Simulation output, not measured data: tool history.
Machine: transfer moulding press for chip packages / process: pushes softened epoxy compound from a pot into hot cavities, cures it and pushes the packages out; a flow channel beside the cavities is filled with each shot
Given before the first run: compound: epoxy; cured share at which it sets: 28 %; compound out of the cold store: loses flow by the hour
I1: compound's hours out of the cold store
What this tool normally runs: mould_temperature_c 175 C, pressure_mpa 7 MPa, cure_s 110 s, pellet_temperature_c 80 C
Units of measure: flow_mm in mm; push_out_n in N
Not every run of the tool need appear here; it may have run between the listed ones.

{"run": 1, "day": 0.0, "mould_temperature_c": 175, "pressure_mpa": 7, "cure_s": 110, "pellet_temperature_c": 80, "I1": 17.8, "flow_mm": 669, "push_out_n": 321}
{"run": 2, "day": 1.283, "mould_temperature_c": 175, "pressure_mpa": 7, "cure_s": 110, "pellet_temperature_c": 80, "I1": 12.3, "flow_mm": 694, "push_out_n": 476}
{"day": 2.162, "done": "cavities cleaned with cleaning compound and waxed"}
{"run": 3, "day": 2.338, "mould_temperature_c": 175, "pressure_mpa": 7, "cure_s": 110, "pellet_temperature_c": 80, "I1": 17.1, "flow_mm": 668, "push_out_n": 355}
{"run": 4, "day": 3.354, "mould_temperature_c": 175, "pressure_mpa": 7, "cure_s": 110, "pellet_temperature_c": 73, "I1": 43.7, "flow_mm": 545, "push_out_n": 436}
{"day": 4.312, "done": "cavities cleaned with cleaning compound and waxed"}
{"run": 5, "day": 4.583, "mould_temperature_c": 175, "pressure_mpa": 7, "cure_s": 110, "pellet_temperature_c": 73, "I1": 20.1, "flow_mm": 651, "push_out_n": 356}
{"run": 6, "day": 5.296, "mould_temperature_c": 175, "pressure_mpa": 7, "cure_s": 110, "pellet_temperature_c": 70, "I1": 10.8, "flow_mm": 701, "push_out_n": 445}
{"run": 7, "day": 6.025, "mould_temperature_c": 175, "pressure_mpa": 7, "cure_s": 110, "pellet_temperature_c": 70, "I1": 43.1, "flow_mm": 539, "push_out_n": 486}
{"day": 6.446, "done": "cavities cleaned with cleaning compound and waxed"}
{"run": 8, "day": 7.104, "mould_temperature_c": 175, "pressure_mpa": 7, "cure_s": 140, "pellet_temperature_c": 80, "I1": 44.1, "flow_mm": 539, "push_out_n": 356}
{"run": 9, "day": 8.017, "mould_temperature_c": 175, "pressure_mpa": 7, "cure_s": 103, "pellet_temperature_c": 80, "I1": 24.4, "flow_mm": 624, "push_out_n": 531}
{"day": 8.542, "done": "cavities cleaned with cleaning compound and waxed"}
{"run": 10, "day": 8.629, "mould_temperature_c": 175, "pressure_mpa": 7, "cure_s": 103, "pellet_temperature_c": 80, "I1": 25.5, "flow_mm": 618, "push_out_n": 382}
{"run": 11, "day": 9.721, "mould_temperature_c": 175, "pressure_mpa": 7, "cure_s": 110, "pellet_temperature_c": 80, "I1": 23.3, "flow_mm": 628, "push_out_n": 471}
{"day": 10.408, "done": "plunger's sealing rings changed"}
{"day": 10.738, "done": "cavities cleaned with cleaning compound and waxed"}
{"run": 12, "day": 10.738, "mould_temperature_c": 175, "pressure_mpa": 7, "cure_s": 110, "pellet_temperature_c": 80, "I1": 34.4, "flow_mm": 608, "push_out_n": 320}
{"run": 13, "day": 11.579, "mould_temperature_c": 175, "pressure_mpa": 8.28, "cure_s": 110, "pellet_temperature_c": 80, "I1": 34.2, "flow_mm": 663, "push_out_n": 415}
{"day": 12.883, "done": "cavities cleaned with cleaning compound and waxed"}
{"run": 14, "day": 12.962, "mould_temperature_c": 175, "pressure_mpa": 8.28, "cure_s": 110, "pellet_temperature_c": 80, "I1": 8.4, "flow_mm": 807, "push_out_n": 341}
{"run": 15, "day": 13.529, "mould_temperature_c": 175, "pressure_mpa": 8.28, "cure_s": 110, "pellet_temperature_c": 80, "I1": 28.6, "flow_mm": 697, "push_out_n": 406}
{"run": 16, "day": 14.712, "mould_temperature_c": 175, "pressure_mpa": 7, "cure_s": 120, "pellet_temperature_c": 80, "I1": 39.9, "flow_mm": 585, "push_out_n": 468}
{"day": 15.0, "done": "cavities cleaned with cleaning compound and waxed"}
{"run": 17, "day": 15.675, "mould_temperature_c": 175, "pressure_mpa": 7.13, "cure_s": 99, "pellet_temperature_c": 79, "I1": 16, "flow_mm": 704, "push_out_n": 473}
{"run": 18, "day": 17.012, "mould_temperature_c": 175, "pressure_mpa": 7.13, "cure_s": 99, "pellet_temperature_c": 79, "I1": 11.4, "flow_mm": 727, "push_out_n": 612}
{"day": 17.175, "done": "cavities cleaned with cleaning compound and waxed"}
{"run": 19, "day": 18.083, "mould_temperature_c": 175, "pressure_mpa": 7.13, "cure_s": 123, "pellet_temperature_c": 89, "I1": 38.6, "flow_mm": 591, "push_out_n": 403}
{"run": 20, "day": 18.758, "mould_temperature_c": 175, "pressure_mpa": 6.12, "cure_s": 110, "pellet_temperature_c": 73, "I1": 28.8, "flow_mm": 593, "push_out_n": 498}
{"day": 19.288, "done": "cavities cleaned with cleaning compound and waxed"}
{"run": 21, "day": 19.625, "mould_temperature_c": 175, "pressure_mpa": 6.12, "cure_s": 110, "pellet_temperature_c": 73, "I1": 8.5, "flow_mm": 684, "push_out_n": 387}
{"run": 22, "day": 20.621, "mould_temperature_c": 182, "pressure_mpa": 8.76, "cure_s": 125, "pellet_temperature_c": 72, "I1": 20, "flow_mm": 729, "push_out_n": 403}
{"day": 21.396, "done": "cavities cleaned with cleaning compound and waxed"}
{"run": 23, "day": 21.396, "mould_temperature_c": 182, "pressure_mpa": 8.76, "cure_s": 125, "pellet_temperature_c": 72, "I1": 30.9, "flow_mm": 671, "push_out_n": 291}
{"run": 24, "day": 22.029, "mould_temperature_c": 175, "pressure_mpa": 6.5, "cure_s": 110, "pellet_temperature_c": 79, "I1": 14.5, "flow_mm": 671, "push_out_n": 413}
{"run": 25, "day": 23.179, "mould_temperature_c": 178, "pressure_mpa": 7.37, "cure_s": 138, "pellet_temperature_c": 75, "I1": 22.5, "flow_mm": 661, "push_out_n": 455}
{"day": 23.533, "done": "cavities cleaned with cleaning compound and waxed"}
{"run": 26, "day": 24.383, "mould_temperature_c": 179, "pressure_mpa": 8.53, "cure_s": 118, "pellet_temperature_c": 82, "I1": 30.7, "flow_mm": 670, "push_out_n": 408}
{"day": 25.742, "done": "cavities cleaned with cleaning compound and waxed"}
{"run": 27, "day": 25.808, "mould_temperature_c": 170, "pressure_mpa": 6.7, "cure_s": 110, "pellet_temperature_c": 89, "I1": 41.3, "flow_mm": 562, "push_out_n": 419}
{"run": 28, "day": 26.425, "mould_temperature_c": 180, "pressure_mpa": 6.18, "cure_s": 109, "pellet_temperature_c": 85, "I1": 9.3, "flow_mm": 660, "push_out_n": 395}
{"run": 29, "day": 27.192, "mould_temperature_c": 169, "pressure_mpa": 7.4, "cure_s": 140, "pellet_temperature_c": 72, "I1": 43.3, "flow_mm": 589, "push_out_n": 471}

Below are 3 alternative next runs, each starting from the tool's condition after run 29. Predict each:
{"day": 27.917, "done": "cavities cleaned with cleaning compound and waxed"}
{"run": "A", "day": 28.25, "mould_temperature_c": 175, "pressure_mpa": 8.1, "cure_s": 93, "pellet_temperature_c": 79, "I1": 35.6, "flow_mm": "?", "push_out_n": "?"}
{"day": 27.917, "done": "cavities cleaned with cleaning compound and waxed"}
{"run": "B", "day": 28.25, "mould_temperature_c": 169, "pressure_mpa": 8.38, "cure_s": 140, "pellet_temperature_c": 72, "I1": 34.1, "flow_mm": "?", "push_out_n": "?"}
{"day": 27.917, "done": "cavities cleaned with cleaning compound and waxed"}
{"run": "C", "day": 28.25, "mould_temperature_c": 182, "pressure_mpa": 7, "cure_s": 99, "pellet_temperature_c": 88, "I1": 41.5, "flow_mm": "?", "push_out_n": "?"}

run=A flow_mm=628 push_out_n=472
run=B flow_mm=672 push_out_n=375
run=C flow_mm=543 push_out_n=350
With the hidden condition removed and each run's random variation left untouched, the same runs would have given:
run=A flow_mm=651 push_out_n=390
run=B flow_mm=697 push_out_n=316
run=C flow_mm=563 push_out_n=297

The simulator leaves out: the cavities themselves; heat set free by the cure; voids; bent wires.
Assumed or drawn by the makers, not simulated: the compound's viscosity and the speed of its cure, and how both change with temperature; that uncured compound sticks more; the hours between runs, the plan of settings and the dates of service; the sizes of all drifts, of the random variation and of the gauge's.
